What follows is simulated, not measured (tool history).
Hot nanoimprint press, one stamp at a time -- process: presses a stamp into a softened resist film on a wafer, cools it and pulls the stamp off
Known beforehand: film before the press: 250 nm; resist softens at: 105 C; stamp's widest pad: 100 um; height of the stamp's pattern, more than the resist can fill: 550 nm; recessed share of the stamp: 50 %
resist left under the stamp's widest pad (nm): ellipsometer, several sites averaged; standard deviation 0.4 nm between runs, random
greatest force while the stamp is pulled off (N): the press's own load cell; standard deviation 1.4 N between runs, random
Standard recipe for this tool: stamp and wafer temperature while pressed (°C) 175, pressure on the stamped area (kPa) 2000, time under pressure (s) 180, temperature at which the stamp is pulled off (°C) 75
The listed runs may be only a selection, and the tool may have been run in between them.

| run | day | stamp and wafer temperature while pressed (°C) | pressure on the stamped area (kPa) | time under pressure (s) | temperature at which the stamp is pulled off (°C) | resist left under the stamp's widest pad (nm) | greatest force while the stamp is pulled off (N) |
|---|---|---|---|---|---|---|---|
| 1 | 0 | 175 | 2000 | 180 | 75 | 119.6 | 209 |
| 2 | 1.112 | 175 | 2000 | 180 | 75 | 120 | 213 |
| 3 | 2.5 | 175 | 2000 | 180 | 75 | 120.5 | 216 |
| 4 | 3.462 | 175 | 2000 | 180 | 75 | 120.9 | 214 |
| 5 | 4.729 | 175 | 2000 | 180 | 80 | 120.9 | 202 |
| 6 | 6.683 | 175 | 2000 | 180 | 80 | 121.8 | 205 |
| 7 | 7.571 | 175 | 2400 | 180 | 75 | 111.1 | 225 |
| 8 | 9.096 | 175 | 2400 | 180 | 75 | 111.2 | 229 |
| 9 | 10.388 | 172 | 2000 | 180 | 75 | 133.9 | 229 |

The next listed run, before its measurement:
|  | 10.683 | plate thermocouple calibrated |
| 10 | 12.125 | 175 | 2000 | 175 | 65 | ? | ? |

{"run 10": {"resist left under the stamp's widest pad (nm)": 124.4, "greatest force while the stamp is pulled off (N)": 259}}
Had the tool carried no hidden state, the very same run would have given resist left under the stamp's widest pad (nm) 114.1, greatest force while the stamp is pulled off (N) 228.

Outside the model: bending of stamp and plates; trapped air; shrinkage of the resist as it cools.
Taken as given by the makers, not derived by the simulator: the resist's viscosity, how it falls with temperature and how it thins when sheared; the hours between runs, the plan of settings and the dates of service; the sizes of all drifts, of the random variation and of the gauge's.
